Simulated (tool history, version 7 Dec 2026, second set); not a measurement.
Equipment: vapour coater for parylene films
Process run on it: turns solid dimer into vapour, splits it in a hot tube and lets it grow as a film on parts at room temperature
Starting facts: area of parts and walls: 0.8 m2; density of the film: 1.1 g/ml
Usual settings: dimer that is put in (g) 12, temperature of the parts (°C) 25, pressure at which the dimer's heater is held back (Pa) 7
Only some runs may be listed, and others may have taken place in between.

run	hour	dimer that is put in (g)	temperature of the parts (°C)	pressure at which the dimer's heater is held back (Pa)	thickness of the film (um)
1	0	12	25	7	8.59
2	27.9	12	25	7	8.38
3	45	12	25	7	8.48
4	73.8	12	25	7	8.5
5	98.3	12	25	7	8.34
6	128.5	12	25	7	8.3
7	157.4	12	25	3.39	9.6
8	170.1	12	25	3.39	9.42
9	195.9	12	25	3.39	9.34
10	223.5	12	25	3.39	9.31
# hour 234.2: trap's valve overhauled
11	253.9	12	25	7	7.96
12	284.9	12	25	7	8.21
13	300.5	12	25	7	8.06
14	325.7	12	25	7	8.03
15	341.4	12	23	7	8.72
16	356	12	23	7	8.66
# hour 376.7: trap's valve overhauled, once more
17	376.7	12	23	7	9.6
18	395.7	12	25	7	8.68
19	418.8	12	25	11.38	7.99
20	437.7	12	25	11.38	8.02
21	461.5	12	25	7	8.71
22	477.6	12	25	7	8.7
23	500.5	12	25	2.08	10.46
24	527.6	12	32	7	6.03
25	541.1	12	22	4.9	10.67
26	554.1	10	20	5.14	9.62
27	582	12	25	6.99	8.54
28	601.4	12	25	6.99	8.45
29	616.8	8	21	7	6.93
30	647.2	8	21	7	6.98
31	667.3	8	21	7	6.85
32	692.6	12	18	7	11.94
33	713	11	22	2.79	10.48
34	730.2	9	25	10.38	5.82
35	745.7	9	21	7.46	7.57
36	763.1	9	21	7.46	7.51
37	776.5	8	18	3.34	8.42
# hour 797.4: trap's valve overhauled
38	800.1	8	18	3.34	8.82
39	818.3	8	24	3.34	6.92
40	841.1	21	33	7	10.27
41	862.3	19	25	8.48	13.36
42	885	8	19	7	7.78
43	905.1	8	18	3.1	8.67
44	930.9	14	27	7.23	9.16
45	950.4	6	23	8.04	4.7
46	969.6	10	22	3.69	9.25
47	997.4	10	22	3.69	9.28
48	1022	12	36	4.92	5.31

Run by run, hidden condition taken away, random variation retained:
The hidden state here: vapour lost through the trap's worn valve, %; true temperature of the parts over the reading, C; drift of the gauge itself on film_um, %.
run	thickness of the film (um)
1	8.85
2	8.67
3	8.8
4	8.84
5	8.71
6	8.7
7	10.1
8	9.94
9	9.89
10	9.9
11	8.71
12	9.02
13	8.88
14	8.88
15	9.67
16	9.62
17	9.63
18	8.73
19	8.06
20	8.11
21	8.83
22	8.84
23	10.66
24	6.17
25	10.94
26	9.88
27	8.8
28	8.74
29	7.18
30	7.26
31	7.14
32	12.5
33	11
34	6.12
35	7.99
36	7.93
37	8.95
38	8.84
39	6.92
40	10.31
41	13.44
42	7.85
43	8.81
44	9.29
45	4.78
46	9.44
47	9.5
48	5.46
